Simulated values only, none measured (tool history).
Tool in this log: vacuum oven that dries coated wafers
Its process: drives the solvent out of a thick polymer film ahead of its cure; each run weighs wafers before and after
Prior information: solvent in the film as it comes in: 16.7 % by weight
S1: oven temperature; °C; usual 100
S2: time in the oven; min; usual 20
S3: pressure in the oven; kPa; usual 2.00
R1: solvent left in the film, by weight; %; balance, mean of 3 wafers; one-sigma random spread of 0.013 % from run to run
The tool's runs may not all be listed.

run,hour,S1,S2,S3,R1
1,0.0,100,20,2.00,3.38
2,16.3,88,20,2.00,5.86
3,36.3,100,20,2.00,3.36
4,50.0,100,20,2.00,3.35
5,76.4,100,20,2.00,3.32
6,99.4,100,17,2.00,3.99
7,119.8,100,17,2.00,3.99
8,145.2,100,17,2.00,3.96
9,159.8,100,17,2.00,3.95
10,186.5,100,17,2.00,4.00
11,199.7,100,17,2.00,3.99
12,219.6,100,17,2.00,3.97
13,244.5,100,20,1.46,3.04
# hour 248.6: oven's thermocouples calibrated
14,264.4,100,20,1.46,2.99
15,285.0,100,20,2.00,3.29
# hour 290.8: oven's thermocouples calibrated, once more
16,312.8,100,20,2.00,3.35
17,333.8,100,20,2.00,3.36
18,349.0,100,20,2.00,3.38
19,366.3,100,20,2.00,3.34
20,382.9,100,20,2.00,3.34
21,398.5,100,20,2.00,3.35
22,423.7,100,20,2.00,3.36
23,444.0,100,20,2.00,3.36
24,460.1,100,20,2.00,3.35
25,478.9,114,11,2.59,3.50
26,504.1,114,11,2.59,3.47
27,520.8,114,11,2.59,3.49
28,543.4,114,23,2.59,1.44
29,565.3,85,34,2.00,4.38
30,580.0,109,34,2.17,1.22
31,606.6,88,10,2.22,8.84
32,629.0,88,15,1.46,6.75
33,646.7,100,24,2.00,2.73
34,662.7,100,24,2.00,2.71
35,676.9,92,10,2.00,7.94
36,697.1,111,16,4.23,3.22
37,720.3,115,20,2.00,1.38
38,733.7,115,13,2.00,2.47
39,745.4,85,11,2.00,8.99
40,760.6,85,22,3.06,6.92
41,784.7,87,20,3.63,7.25
42,811.5,97,11,3.41,7.11
43,826.7,89,29,3.68,5.41
44,837.6,93,11,3.68,8.14
45,857.7,93,11,3.68,8.12
46,877.4,113,15,3.68,2.88
47,890.3,109,20,2.00,1.95
48,909.4,87,18,7.50,10.37

Alternative continuations, all from the tool just after run 48; predict every row:
A,923.2,98,20,1.13,?
B,923.2,100,20,6.60,?
C,923.2,98,18,7.50,?

run,R1
A,3.16
B,5.82
C,7.11
Without the tool's unlogged condition, the same runs would have read:
run,R1
A,3.24
B,5.95
C,7.27
